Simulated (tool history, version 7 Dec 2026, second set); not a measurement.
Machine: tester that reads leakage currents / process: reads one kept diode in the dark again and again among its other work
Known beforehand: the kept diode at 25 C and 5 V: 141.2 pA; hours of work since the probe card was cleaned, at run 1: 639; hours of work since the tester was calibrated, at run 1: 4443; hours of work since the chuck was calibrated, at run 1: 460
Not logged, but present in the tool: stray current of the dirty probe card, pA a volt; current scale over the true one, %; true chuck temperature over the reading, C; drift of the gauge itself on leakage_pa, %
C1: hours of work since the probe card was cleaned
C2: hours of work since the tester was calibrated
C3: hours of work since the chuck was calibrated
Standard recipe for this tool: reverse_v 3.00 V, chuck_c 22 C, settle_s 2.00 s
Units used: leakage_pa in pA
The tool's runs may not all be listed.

{"run": 1, "hour": 0.0, "reverse_v": 3.0, "chuck_c": 22, "settle_s": 2.0, "C1": 639, "C2": 4443, "C3": 460, "leakage_pa": 81.11}
{"hour": 139.8, "done": "tester calibrated"}
{"run": 2, "hour": 169.4, "reverse_v": 3.0, "chuck_c": 22, "settle_s": 2.0, "C1": 766, "C2": 23, "C3": 588, "leakage_pa": 79.73}
{"run": 3, "hour": 329.2, "reverse_v": 3.0, "chuck_c": 40, "settle_s": 2.0, "C1": 889, "C2": 145, "C3": 710, "leakage_pa": 351.38}
{"hour": 352.6, "done": "chuck's temperature calibrated"}
{"run": 4, "hour": 504.3, "reverse_v": 5.2, "chuck_c": 40, "settle_s": 2.0, "C1": 1021, "C2": 277, "C3": 116, "leakage_pa": 503.61}
{"run": 5, "hour": 752.4, "reverse_v": 3.0, "chuck_c": 22, "settle_s": 2.0, "C1": 1210, "C2": 467, "C3": 305, "leakage_pa": 87.34}
{"run": 6, "hour": 918.5, "reverse_v": 3.0, "chuck_c": 22, "settle_s": 2.0, "C1": 1337, "C2": 593, "C3": 432, "leakage_pa": 85.38}
{"run": 7, "hour": 1086.9, "reverse_v": 3.0, "chuck_c": 22, "settle_s": 2.0, "C1": 1466, "C2": 722, "C3": 561, "leakage_pa": 84.35}
{"hour": 1294.6, "done": "chuck's temperature calibrated"}
{"run": 8, "hour": 1338.8, "reverse_v": 7.2, "chuck_c": 22, "settle_s": 2.0, "C1": 1657, "C2": 913, "C3": 34, "leakage_pa": 138.03}
{"run": 9, "hour": 1471.4, "reverse_v": 3.0, "chuck_c": 22, "settle_s": 2.0, "C1": 1758, "C2": 1014, "C3": 135, "leakage_pa": 89.7}
{"run": 10, "hour": 1671.5, "reverse_v": 3.0, "chuck_c": 22, "settle_s": 2.0, "C1": 1911, "C2": 1167, "C3": 288, "leakage_pa": 88.23}
{"run": 11, "hour": 1779.6, "reverse_v": 3.0, "chuck_c": 22, "settle_s": 2.0, "C1": 1994, "C2": 1250, "C3": 371, "leakage_pa": 87.22}
{"run": 12, "hour": 1935.8, "reverse_v": 3.0, "chuck_c": 22, "settle_s": 2.0, "C1": 2113, "C2": 1369, "C3": 490, "leakage_pa": 85.73}
{"run": 13, "hour": 2142.9, "reverse_v": 3.0, "chuck_c": 22, "settle_s": 2.0, "C1": 2271, "C2": 1527, "C3": 648, "leakage_pa": 83.81}
{"hour": 2232.9, "done": "chuck's temperature calibrated"}
{"run": 14, "hour": 2316.2, "reverse_v": 3.0, "chuck_c": 22, "settle_s": 2.0, "C1": 2402, "C2": 1658, "C3": 64, "leakage_pa": 93.73}
{"run": 15, "hour": 2548.3, "reverse_v": 3.0, "chuck_c": 22, "settle_s": 2.0, "C1": 2579, "C2": 1836, "C3": 241, "leakage_pa": 91.35}
{"run": 16, "hour": 2736.2, "reverse_v": 3.0, "chuck_c": 22, "settle_s": 2.0, "C1": 2723, "C2": 1979, "C3": 385, "leakage_pa": 90.09}
{"hour": 2817.1, "done": "probe card cleaned and baked"}
{"run": 17, "hour": 2921.8, "reverse_v": 3.0, "chuck_c": 22, "settle_s": 2.0, "C1": 80, "C2": 2119, "C3": 524, "leakage_pa": 81.51}
{"run": 18, "hour": 3050.9, "reverse_v": 3.0, "chuck_c": 21, "settle_s": 2.0, "C1": 179, "C2": 2217, "C3": 623, "leakage_pa": 73.7}
{"hour": 3178.5, "done": "chuck's temperature calibrated"}
{"run": 19, "hour": 3178.5, "reverse_v": 3.0, "chuck_c": 21, "settle_s": 2.0, "C1": 275, "C2": 2313, "C3": 0, "leakage_pa": 80.62}
{"run": 20, "hour": 3374.6, "reverse_v": 3.48, "chuck_c": 49, "settle_s": 3.02, "C1": 424, "C2": 2463, "C3": 150, "leakage_pa": 826.97}
{"run": 21, "hour": 3566.3, "reverse_v": 3.48, "chuck_c": 22, "settle_s": 9.73, "C1": 571, "C2": 2610, "C3": 296, "leakage_pa": 89.69}
{"run": 22, "hour": 3701.7, "reverse_v": 3.48, "chuck_c": 22, "settle_s": 9.73, "C1": 674, "C2": 2713, "C3": 400, "leakage_pa": 89.03}
{"run": 23, "hour": 3856.5, "reverse_v": 3.48, "chuck_c": 22, "settle_s": 9.73, "C1": 793, "C2": 2831, "C3": 518, "leakage_pa": 86.83}
{"run": 24, "hour": 4030.0, "reverse_v": 9.05, "chuck_c": 27, "settle_s": 2.0, "C1": 925, "C2": 2964, "C3": 651, "leakage_pa": 206.21}
{"hour": 4134.7, "done": "chuck's temperature calibrated"}
{"run": 25, "hour": 4203.2, "reverse_v": 1.8, "chuck_c": 21, "settle_s": 1.78, "C1": 1056, "C2": 3095, "C3": 52, "leakage_pa": 64.09}
{"run": 26, "hour": 4415.3, "reverse_v": 9.44, "chuck_c": 21, "settle_s": 1.78, "C1": 1218, "C2": 3257, "C3": 214, "leakage_pa": 137.52}
{"run": 27, "hour": 4644.0, "reverse_v": 9.44, "chuck_c": 21, "settle_s": 1.78, "C1": 1393, "C2": 3431, "C3": 389, "leakage_pa": 134.59}
{"run": 28, "hour": 4789.3, "reverse_v": 9.44, "chuck_c": 21, "settle_s": 6.93, "C1": 1504, "C2": 3542, "C3": 500, "leakage_pa": 131.93}
{"run": 29, "hour": 5028.9, "reverse_v": 6.99, "chuck_c": 21, "settle_s": 0.54, "C1": 1687, "C2": 3725, "C3": 683, "leakage_pa": 115.92}
{"hour": 5086.5, "done": "chuck's temperature calibrated"}
{"run": 30, "hour": 5172.0, "reverse_v": 3.0, "chuck_c": 59, "settle_s": 2.0, "C1": 1795, "C2": 3833, "C3": 65, "leakage_pa": 1641.36}
{"run": 31, "hour": 5353.6, "reverse_v": 3.0, "chuck_c": 59, "settle_s": 2.0, "C1": 1933, "C2": 3972, "C3": 204, "leakage_pa": 1616.42}
{"run": 32, "hour": 5605.4, "reverse_v": 3.0, "chuck_c": 22, "settle_s": 5.46, "C1": 2126, "C2": 4164, "C3": 396, "leakage_pa": 88.24}
{"run": 33, "hour": 5744.4, "reverse_v": 3.0, "chuck_c": 22, "settle_s": 5.46, "C1": 2232, "C2": 4271, "C3": 503, "leakage_pa": 87.48}
{"run": 34, "hour": 6000.7, "reverse_v": 3.0, "chuck_c": 22, "settle_s": 5.46, "C1": 2428, "C2": 4466, "C3": 698, "leakage_pa": 85.18}
{"hour": 6027.4, "done": "chuck's temperature calibrated"}
{"hour": 6108.9, "done": "tester calibrated"}
{"run": 35, "hour": 6140.4, "reverse_v": 7.08, "chuck_c": 27, "settle_s": 0.57, "C1": 2531, "C2": 24, "C3": 85, "leakage_pa": 211.46}
{"run": 36, "hour": 6286.1, "reverse_v": 7.08, "chuck_c": 27, "settle_s": 0.57, "C1": 2643, "C2": 135, "C3": 196, "leakage_pa": 208.37}
{"run": 37, "hour": 6421.7, "reverse_v": 18.73, "chuck_c": 51, "settle_s": 2.0, "C1": 2746, "C2": 239, "C3": 300, "leakage_pa": 2002.23}
{"hour": 6492.4, "done": "probe card cleaned and baked"}
{"run": 38, "hour": 6553.4, "reverse_v": 18.73, "chuck_c": 51, "settle_s": 2.0, "C1": 47, "C2": 337, "C3": 398, "leakage_pa": 1922.31}

Hidden condition of the tool, last listed run before each entry between runs versus first listed run after:
After run 1, before run 2: tester calibrated (hour 139.8)
  stray current of the dirty probe card, pA a volt: 0.511 -> 0.626; current scale over the true one, %: 0.61 -> 0.25; true chuck temperature over the reading, C: -1.05 -> -1.29
  measured result minus the result with no hidden state, leakage_pa: -5.82 -> -7.42 pA
After run 3, before run 4: chuck's temperature calibrated (hour 352.6)
  stray current of the dirty probe card, pA a volt: 0.735 -> 0.844; current scale over the true one, %: 0.27 -> 0.29; true chuck temperature over the reading, C: -1.52 -> -0.06
  measured result minus the result with no hidden state, leakage_pa: -41.60 -> +3.47 pA
After run 7, before run 8: chuck's temperature calibrated (hour 1294.6)
  stray current of the dirty probe card, pA a volt: 1.222 -> 1.378; current scale over the true one, %: 0.35 -> 0.38; true chuck temperature over the reading, C: -0.86 -> -0.04
  measured result minus the result with no hidden state, leakage_pa: -2.46 -> +9.84 pA
After run 13, before run 14: chuck's temperature calibrated (hour 2232.9)
  stray current of the dirty probe card, pA a volt: 1.903 -> 2.02; current scale over the true one, %: 0.48 -> 0.5; true chuck temperature over the reading, C: -1.26 -> 0.07
  measured result minus the result with no hidden state, leakage_pa: -3.14 -> +7.02 pA
After run 16, before run 17: probe card cleaned and baked (hour 2817.1)
  stray current of the dirty probe card, pA a volt: 2.294 -> 0.094; current scale over the true one, %: 0.55 -> 0.57; true chuck temperature over the reading, C: -0.55 -> -0.83
  measured result minus the result with no hidden state, leakage_pa: +3.17 -> -5.49 pA
After run 18, before run 19: chuck's temperature calibrated (hour 3178.5)
  stray current of the dirty probe card, pA a volt: 0.169 -> 0.247; current scale over the true one, %: 0.59 -> 0.6; true chuck temperature over the reading, C: -1.03 -> -0.02
  measured result minus the result with no hidden state, leakage_pa: -6.13 -> +1.03 pA
After run 24, before run 25: chuck's temperature calibrated (hour 4134.7)
  stray current of the dirty probe card, pA a volt: 0.788 -> 0.893; current scale over the true one, %: 0.7 -> 0.72; true chuck temperature over the reading, C: -1.32 -> -0.25
  measured result minus the result with no hidden state, leakage_pa: -15.38 -> +0.63 pA
After run 29, before run 30: chuck's temperature calibrated (hour 5086.5)
  stray current of the dirty probe card, pA a volt: 1.413 -> 1.512; current scale over the true one, %: 0.82 -> 0.83; true chuck temperature over the reading, C: -1.46 -> 0
  measured result minus the result with no hidden state, leakage_pa: -3.51 -> +17.53 pA
After run 34, before run 35: chuck's temperature calibrated (hour 6027.4); tester calibrated (hour 6108.9)
  stray current of the dirty probe card, pA a volt: 2.09 -> 2.187; current scale over the true one, %: 0.93 -> 0.05; true chuck temperature over the reading, C: -1.19 -> -0.29
  measured result minus the result with no hidden state, leakage_pa: -1.78 -> +10.61 pA
After run 37, before run 38: probe card cleaned and baked (hour 6492.4)
  stray current of the dirty probe card, pA a volt: 2.366 -> 0.068; current scale over the true one, %: 0.08 -> 0.1; true chuck temperature over the reading, C: -0.7 -> -0.88
  measured result minus the result with no hidden state, leakage_pa: -57.93 -> -126.44 pA
